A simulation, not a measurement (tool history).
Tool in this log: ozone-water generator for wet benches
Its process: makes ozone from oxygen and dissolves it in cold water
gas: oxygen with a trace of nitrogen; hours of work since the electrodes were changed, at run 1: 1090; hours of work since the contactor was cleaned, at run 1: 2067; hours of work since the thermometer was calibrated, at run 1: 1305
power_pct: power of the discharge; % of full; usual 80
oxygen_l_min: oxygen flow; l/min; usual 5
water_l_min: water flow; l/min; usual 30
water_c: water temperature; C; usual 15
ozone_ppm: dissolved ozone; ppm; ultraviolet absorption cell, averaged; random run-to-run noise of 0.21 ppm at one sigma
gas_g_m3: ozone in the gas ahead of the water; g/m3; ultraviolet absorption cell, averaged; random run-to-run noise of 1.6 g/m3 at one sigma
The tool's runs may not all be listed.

run    hour  power_pct  oxygen_l_min  water_l_min  water_c  hours of work since the electrodes were changed  hours of work since the contactor was cleaned  hours of work since the thermometer was calibrated  ozone_ppm  gas_g_m3
  1       0         80             5           30       15                                             1090                                           2067                                                1305       29.8     305.2
  2    37.5         80          5.71           30       15                                             1122                                           2099                                                1338       30.5     289.6
  3    78.6         80          5.71           30       15                                             1158                                           2134                                                1373       30.7     286.1
  4   110.3         80          5.71           30       15                                             1185                                           2162                                                1400       30.4       285
  5   132.8         80          5.71           30       15                                             1204                                           2181                                                1420       30.5     286.4
  6   165.1         80          5.71           30       15                                             1232                                           2209                                                1448       30.6     285.8
  7   195.9         60             5           30       15                                             1259                                           2236                                                1474       23.3     240.2
  8   217.1         60             5           30       15                                             1277                                           2254                                                1492       23.6     238.2
  9   240.4         60             5           30       15                                             1297                                           2274                                                1512       23.3     238.9
 10   280.1         60          2.82           30       15                                             1331                                           2308                                                1547       20.8     320.3
 11     314         60          2.82           30       15                                             1361                                           2337                                                1576       20.5       320
 12   360.6         80             5           46       15                                             1401                                           2377                                                1616       20.3     303.6
 13   383.6         80             5           30       15                                             1421                                           2397                                                1636       29.9     304.4
 14   428.9         80             5           30       15                                             1460                                           2436                                                1675         30     304.3
 15   467.9         80             5           30       15                                             1493                                           2470                                                1709       29.7     300.4
 16   505.6         80             5           30       15                                             1526                                           2502                                                1741       30.2     302.3
 17   536.8         80             5           30       15                                             1553                                           2529                                                1768       29.7     299.7
 18   569.8         80          2.99           18       21                                             1581                                           2558                                                1796       38.3     393.7
 19   594.7         80             5           30       11                                             1602                                           2579                                                1818       31.4     300.6
 20     641         80             5           30       11                                             1642                                           2619                                                1858       31.5     300.2
 21   669.8         80          8.91           30       20                                             1667                                           2644                                                1882       29.6       223
 22   694.8         80          8.91           30       20                                             1689                                           2665                                                1904       29.5     223.5
      722.7  -- gauge calibrated
 23   728.9         80          3.59           21       10                                             1718                                           2695                                                1933       39.4     366.4
 24   767.5         46          3.43           47       13                                             1751                                           2728                                                1967       11.4     234.4
 25   789.8         46          3.43           47       13                                             1771                                           2747                                                1986       11.6     232.5
 26   833.4         61             5           24       15                                             1808                                           2785                                                2023       28.3     243.5
 27   876.4         89             5           24        8                                             1845                                           2822                                                2060       41.9     334.7
 28   899.9         76             5           24        8                                             1865                                           2842                                                2081       36.8     293.6
 29   933.1         80          3.76           30        7                                             1894                                           2871                                                2109       29.9     351.6
 30   977.7         80          3.76           30        7                                             1932                                           2909                                                2148       30.3     356.1
 31   997.4         94             5           30       15                                             1949                                           2926                                                2165       34.4     347.2
 32  1026.5         94             5           39        8                                             1974                                           2951                                                2190         29       349

A few steps of gas_g_m3 between consecutive runs. Split each: what settings, incoming material and random variation would produce without the hidden state, and what is left over for the hidden state, along with gauge scatter present in only one of the two compared results (measured, and without hidden state):
Hidden state present: yield of the discharge, % of new electrodes'; contactor's efficiency, % of a clean one's; true water temperature over the reading, C; drift of the gauge itself on ozone_ppm, %; drift of the gauge itself on gas_g_m3, %.
Run 17 -> 18: oxygen_l_min 5 -> 2.99, water_l_min 30 -> 18, water_c 15 -> 21. gas_g_m3 +94 g/m3: hidden state -2.4, all else +96.4.
Run 18 -> 19: oxygen_l_min 2.99 -> 5, water_l_min 18 -> 30, water_c 21 -> 11. gas_g_m3 -93.1 g/m3: hidden state +1.7, all else -94.8.
Run 22 -> 23: oxygen_l_min 8.91 -> 3.59, water_l_min 30 -> 21, water_c 20 -> 10, gauge calibrated. gas_g_m3 +142.9 g/m3: hidden state +5.8, all else +137.1.
Run 23 -> 24: power_pct 80 -> 46, oxygen_l_min 3.59 -> 3.43, water_l_min 21 -> 47, water_c 10 -> 13. gas_g_m3 -132 g/m3: hidden state -0.3, all else -131.7.
